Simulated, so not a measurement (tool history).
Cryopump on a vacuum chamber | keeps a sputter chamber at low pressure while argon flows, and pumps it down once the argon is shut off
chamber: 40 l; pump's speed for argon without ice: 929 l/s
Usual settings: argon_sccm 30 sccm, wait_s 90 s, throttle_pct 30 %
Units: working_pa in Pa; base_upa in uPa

run    hour  argon_sccm  wait_s  throttle_pct  working_pa  base_upa
  1       0          30      90            30      0.1919      3.57
  2    47.9          30      90            30      0.1909      3.66
  3    94.4          31      90            30      0.1999      3.88
  4   120.7          31      90            30      0.1991       3.8
  5   170.4          31      90            30      0.2013      4.18
  6   200.6          31      90            30      0.2011      4.11
  7   229.6          31      60            30      0.2021      4.71
  8   251.6          30      90            46      0.1315      4.27
  9     298          30      90            46       0.132      4.48
 10     350          30      90            30      0.1959      4.65
 11   382.6          30      90            30      0.1975      4.91
 12   428.1          30      90            30      0.1988      4.94
 13   486.3          30      90            30      0.1835      4.25
 14   520.4          30      90            22        0.25      4.18
 15     555          30      90            30      0.1847      4.32
 16   601.4          30      90            30      0.1868      4.51
 17   631.7          30      90            18      0.3061      4.54
 18   660.2          23      36            19      0.2247      5.82
 19   682.7          41      53            15      0.5028      5.16
 20   731.9          13     131            30      0.0808      4.83
 21   779.2          30      97            30      0.1868      1.15
 22   818.2          20      95            23       0.162      1.24
 23   857.5          56      35            33      0.3216      2.58
 24   898.1          56      35            33       0.324      2.73
 25   928.5          54      35            25      0.4073      2.77
 26     967          54      35            25      0.4076      2.81
 27  1016.5          32      36            30      0.2041      2.88
 28  1039.1          20      38            30      0.1284      2.89
 29  1063.3          20      38            30      0.1285      2.85
 30  1117.6          30      22            25      0.2293      4.52
 31  1170.6          30      22            21      0.2733       4.6
 32  1203.1          13      40            18      0.1368      3.18
 33  1257.5          13     168            18      0.1369      2.03
 34  1298.2          13     168            18      0.1377      2.13

Taken out of this log: 2 entries between the listed runs. Where each belongs, and how the hidden state differs across it:
Between runs 12 and 13: pump warmed up, emptied and cooled again (hour 463.5)
  pump's speed, % of a pump's without ice: 78.4 -> 99.4; cold plate's temperature, K: 13.31 -> 13.33; leak into the chamber, uPa l/s: 2961 -> 3059
  measured less the result without the state, working_pa: +0.0169 -> +0.0018 Pa; base_upa: +3.8 -> +3.11 uPa
Between runs 20 and 21: leaking fittings of the chamber tightened, without venting (hour 757.2)
  pump's speed, % of a pump's without ice: 94 -> 93.1; cold plate's temperature, K: 13.43 -> 13.45; leak into the chamber, uPa l/s: 3491 -> 343
  measured less the result without the state, working_pa: +0.0023 -> +0.0058 Pa; base_upa: +3.93 -> +0.09 uPa
